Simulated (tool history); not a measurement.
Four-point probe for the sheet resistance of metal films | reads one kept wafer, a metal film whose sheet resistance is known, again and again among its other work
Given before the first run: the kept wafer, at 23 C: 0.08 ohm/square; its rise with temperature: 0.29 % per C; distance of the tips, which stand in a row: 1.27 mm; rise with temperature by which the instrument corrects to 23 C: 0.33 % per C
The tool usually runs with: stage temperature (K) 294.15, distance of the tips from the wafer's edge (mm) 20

| run | day | stage temperature (K) | distance of the tips from the wafer's edge (mm) | sheet resistance as the instrument gives it (ohm/square) |
|---|---|---|---|---|
| 1 | 0.000 | 294.15 | 20 | 0.080087 |
| 2 | 0.729 | 294.15 | 31 | 0.079975 |
| 3 | 1.312 | 294.15 | 31 | 0.079997 |
| 4 | 1.858 | 294.15 | 20 | 0.080068 |
| 5 | 2.279 | 294.15 | 20 | 0.080060 |
| 6 | 2.679 | 293.15 | 20 | 0.080110 |
| 7 | 3.104 | 293.15 | 20 | 0.080080 |
| 8 | 3.950 | 293.15 | 20 | 0.080114 |
| 9 | 4.504 | 293.15 | 20 | 0.080070 |
| 10 | 5.150 | 294.15 | 5 | 0.082566 |
| 11 | 5.579 | 294.15 | 56 | 0.079882 |
| 12 | 6.350 | 293.15 | 20 | 0.080063 |
| 13 | 7.188 | 294.15 | 20 | 0.079997 |
| 14 | 7.800 | 294.15 | 14 | 0.080180 |
| 15 | 8.288 | 294.15 | 14 | 0.080204 |
| 16 | 8.833 | 297.15 | 15 | 0.080030 |
|  | 8.904 | stage's thermometer calibrated |
| 17 | 9.529 | 306.15 | 38 | 0.079545 |
| 18 | 10.379 | 301.15 | 16 | 0.079919 |
| 19 | 11.150 | 295.15 | 8 | 0.080861 |
| 20 | 11.571 | 306.15 | 20 | 0.079680 |
| 21 | 12.267 | 294.15 | 6 | 0.081752 |
|  | 12.367 | stage's thermometer calibrated, once more |
| 22 | 13.079 | 298.15 | 6 | 0.081539 |
| 23 | 13.612 | 292.15 | 9 | 0.080666 |
| 24 | 14.442 | 292.15 | 32 | 0.079913 |
| 25 | 14.808 | 297.15 | 10 | 0.080331 |
| 26 | 15.288 | 301.15 | 59 | 0.079552 |
| 27 | 15.950 | 303.15 | 17 | 0.079716 |
| 28 | 16.392 | 303.15 | 17 | 0.079703 |
| 29 | 16.796 | 303.15 | 17 | 0.079705 |
| 30 | 17.167 | 292.15 | 20 | 0.079925 |

Results per run with the tool's hidden condition removed, run-to-run variation unchanged:
The hidden state here: inner tips' distance over the nominal, %; tips' flats over new ones', %; wafer's true temperature over the reading, C; drift of the gauge itself on sheet_ohm, %.
| run | sheet resistance as the instrument gives it (ohm/square) |
|---|---|
| 1 | 0.080232 |
| 2 | 0.080127 |
| 3 | 0.080154 |
| 4 | 0.080229 |
| 5 | 0.080224 |
| 6 | 0.080278 |
| 7 | 0.080251 |
| 8 | 0.080293 |
| 9 | 0.080254 |
| 10 | 0.082761 |
| 11 | 0.080074 |
| 12 | 0.080263 |
| 13 | 0.080204 |
| 14 | 0.080392 |
| 15 | 0.080421 |
| 16 | 0.080251 |
| 17 | 0.079744 |
| 18 | 0.080125 |
| 19 | 0.081075 |
| 20 | 0.079897 |
| 21 | 0.081976 |
| 22 | 0.081854 |
| 23 | 0.080982 |
| 24 | 0.080233 |
| 25 | 0.080656 |
| 26 | 0.079878 |
| 27 | 0.080048 |
| 28 | 0.080039 |
| 29 | 0.080044 |
| 30 | 0.080268 |
